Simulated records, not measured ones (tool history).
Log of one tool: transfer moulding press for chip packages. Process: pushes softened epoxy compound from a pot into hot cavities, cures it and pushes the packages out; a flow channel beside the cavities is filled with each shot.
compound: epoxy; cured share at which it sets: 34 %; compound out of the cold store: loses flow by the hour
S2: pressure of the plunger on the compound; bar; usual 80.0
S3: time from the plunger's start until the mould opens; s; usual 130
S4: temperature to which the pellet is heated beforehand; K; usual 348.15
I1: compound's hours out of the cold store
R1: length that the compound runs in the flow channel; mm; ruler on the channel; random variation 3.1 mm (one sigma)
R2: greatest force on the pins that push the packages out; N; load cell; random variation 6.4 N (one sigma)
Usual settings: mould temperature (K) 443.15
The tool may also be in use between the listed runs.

Run 1, day 0.000: usual settings; I1 14.8. Result: R1 603 mm, R2 361 N.
Run 2, day 3.467: usual settings; I1 46.7. Result: R1 530 mm, R2 438 N.
At day 3.804: cavities cleaned with cleaning compound and waxed.
Run 3, day 6.292: usual settings; I1 24.7. Result: R1 568 mm, R2 398 N.
Run 4, day 8.308: usual settings but S4 345.15 K; I1 20.6. Result: R1 579 mm, R2 432 N.
At day 8.604: cavities cleaned with cleaning compound and waxed.
Run 5, day 11.467: usual settings but S2 77.2 bar; I1 44.4. Result: R1 508 mm, R2 402 N.
At day 13.454: cavities cleaned with cleaning compound and waxed.
At day 15.433: plunger's sealing rings changed.
Run 6, day 15.433: usual settings but S2 77.2 bar; I1 9.2. Result: R1 610 mm, R2 402 N.
At day 18.321: cavities cleaned with cleaning compound and waxed.
At day 18.683: mould's thermocouples calibrated.
Run 7, day 19.525: usual settings; I1 13.3. Result: R1 607 mm, R2 345 N.
At day 23.192: cavities cleaned with cleaning compound and waxed.
Run 8, day 23.667: usual settings; I1 23.8. Result: R1 569 mm, R2 306 N.
Run 9, day 27.412: usual settings; I1 27.8. Result: R1 567 mm, R2 436 N.
At day 28.046: cavities cleaned with cleaning compound and waxed.
Run 10, day 29.425: usual settings; I1 36.1. Result: R1 543 mm, R2 357 N.
At day 32.904: cavities cleaned with cleaning compound and waxed.
At day 33.392: plunger's sealing rings changed.
Run 11, day 33.525: usual settings but S3 168 s; I1 26.6. Result: R1 585 mm, R2 273 N.
Run 12, day 36.783: usual settings; I1 32.9. Result: R1 563 mm, R2 440 N.
At day 37.771: cavities cleaned with cleaning compound and waxed.
Run 13, day 41.021: usual settings but S4 338.15 K; I1 36.5. Result: R1 548 mm, R2 426 N.
At day 42.679: cavities cleaned with cleaning compound and waxed.
Run 14, day 42.942: usual settings but S2 95.2 bar, S4 338.15 K; I1 29.0. Result: R1 608 mm, R2 276 N.
Run 15, day 45.683: usual settings but S2 95.2 bar, S4 338.15 K; I1 21.3. Result: R1 617 mm, R2 431 N.
At day 47.608: cavities cleaned with cleaning compound and waxed.
Run 16, day 48.671: usual settings but S2 79.4 bar, S3 129 s; I1 33.7. Result: R1 539 mm, R2 346 N.
At day 51.117: plunger's sealing rings changed.
Run 17, day 51.525: usual settings but S2 79.4 bar, S3 129 s; I1 9.8. Result: R1 621 mm, R2 455 N.
At day 52.517: cavities cleaned with cleaning compound and waxed.
Run 18, day 54.271: usual settings but S2 79.4 bar, S3 129 s; I1 38.4. Result: R1 550 mm, R2 381 N.
At day 57.379: cavities cleaned with cleaning compound and waxed.
Run 19, day 57.825: usual settings but mould temperature (K) 444.15, S2 74.7 bar, S3 162 s, S4 347.15 K; I1 22.8. Result: R1 561 mm, R2 280 N.
Run 20, day 61.204: usual settings but S2 94.0 bar, S3 153 s; I1 44.9. Result: R1 576 mm, R2 421 N.
At day 62.325: cavities cleaned with cleaning compound and waxed.
Run 21, day 65.175: usual settings but S2 94.0 bar, S3 153 s; I1 41.1. Result: R1 574 mm, R2 404 N.
At day 67.283: cavities cleaned with cleaning compound and waxed.
Run 22, day 68.604: usual settings but S2 94.0 bar, S3 152 s, S4 356.15 K; I1 16.4. Result: R1 613 mm, R2 338 N.
At day 69.050: plunger's sealing rings changed.
Run 23, day 71.071: usual settings but mould temperature (K) 440.15, S2 75.4 bar, S3 152 s, S4 338.15 K; I1 27.3. Result: R1 565 mm, R2 423 N.
At day 72.467: cavities cleaned with cleaning compound and waxed.
Run 24, day 73.679: usual settings but mould temperature (K) 441.15, S2 70.9 bar, S3 169 s, S4 352.15 K; I1 10.2. Result: R1 578 mm, R2 336 N.
Run 25, day 75.842: usual settings but mould temperature (K) 441.15, S2 70.9 bar, S3 169 s, S4 352.15 K; I1 39.9. Result: R1 516 mm, R2 394 N.
At day 77.517: cavities cleaned with cleaning compound and waxed.
At day 77.896: mould's thermocouples calibrated.
Run 26, day 78.821: usual settings but S4 340.15 K; I1 32.9. Result: R1 556 mm, R2 368 N.

3 ways to go on from here, each from the tool as it stands after run 26. What would each give?
At day 82.500: cavities cleaned with cleaning compound and waxed.
Run A, day 82.704: usual settings but mould temperature (K) 444.15, S2 84.5 bar; I1 14.7. Result: R1 ?, R2 ?.
At day 82.500: cavities cleaned with cleaning compound and waxed.
Run B, day 82.704: usual settings but mould temperature (K) 446.15, S2 76.3 bar, S3 167 s; I1 8.2. Result: R1 ?, R2 ?.
At day 82.500: cavities cleaned with cleaning compound and waxed.
Run C, day 82.704: usual settings but S2 96.3 bar, S4 340.15 K; I1 37.3. Result: R1 ?, R2 ?.

run   R1   R2
  A  597  267
  B  576  253
  C  591  281
Without the tool's hidden state the same runs would have given:
run   R1   R2
  A  627  240
  B  605  228
  C  621  254
